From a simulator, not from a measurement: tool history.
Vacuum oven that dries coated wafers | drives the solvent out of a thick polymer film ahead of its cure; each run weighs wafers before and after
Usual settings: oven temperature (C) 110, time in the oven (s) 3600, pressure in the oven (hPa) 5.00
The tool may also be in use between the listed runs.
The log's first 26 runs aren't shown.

run	hour	oven temperature (C)	time in the oven (s)	pressure in the oven (hPa)	hours of work since the thermocouples were calibrated	hours of work since the vacuum gauge was cleaned of residue	solvent left in the film (%)
27	1666.9	99	3000	4.34	741	1602	4.81
28	1739.3	99	3000	4.34	783	1644	4.81
29	1792.5	106	2220	15.86	814	1675	4.08
30	1859.0	125	3780	4.20	853	1714	0.21
31	1922.2	125	3780	4.20	890	1751	0.21
32	1973.1	116	3000	8.08	920	1781	0.65
33	2036.3	101	5760	3.16	957	1818	1.25
34	2086.4	101	5760	3.16	986	1847	1.21
# hour 2119.0: oven's thermocouples calibrated
35	2173.9	101	1800	14.85	32	1897	8.32
36	2214.6	121	2220	3.70	56	1921	0.71
37	2306.9	121	2220	3.70	110	1975	0.71
38	2393.4	121	2220	3.70	160	2025	0.69
39	2481.2	103	2400	7.47	212	2077	5.44
40	2552.7	103	2400	7.47	253	2118	5.42
41	2646.8	124	3420	5.00	308	2173	0.29
42	2722.2	124	3420	5.00	352	2217	0.29
43	2765.1	124	3420	5.00	377	2242	0.28
44	2824.4	117	2640	4.14	412	2277	0.82
45	2871.5	115	2700	3.03	440	2305	1.02

Forecast each of these 4 alternatives for the next run:
A	2966.1	103	2040	3.87	495	2360	?
B	2966.1	98	2700	13.15	495	2360	?
C	2966.1	104	2460	14.76	495	2360	?
D	2966.1	121	2040	6.11	495	2360	?

run	solvent left in the film (%)
A	6.05
B	6.89
C	4.96
D	0.84
Without the tool's hidden state the same runs would have given:
run	solvent left in the film (%)
A	5.99
B	6.81
C	4.89
D	0.72
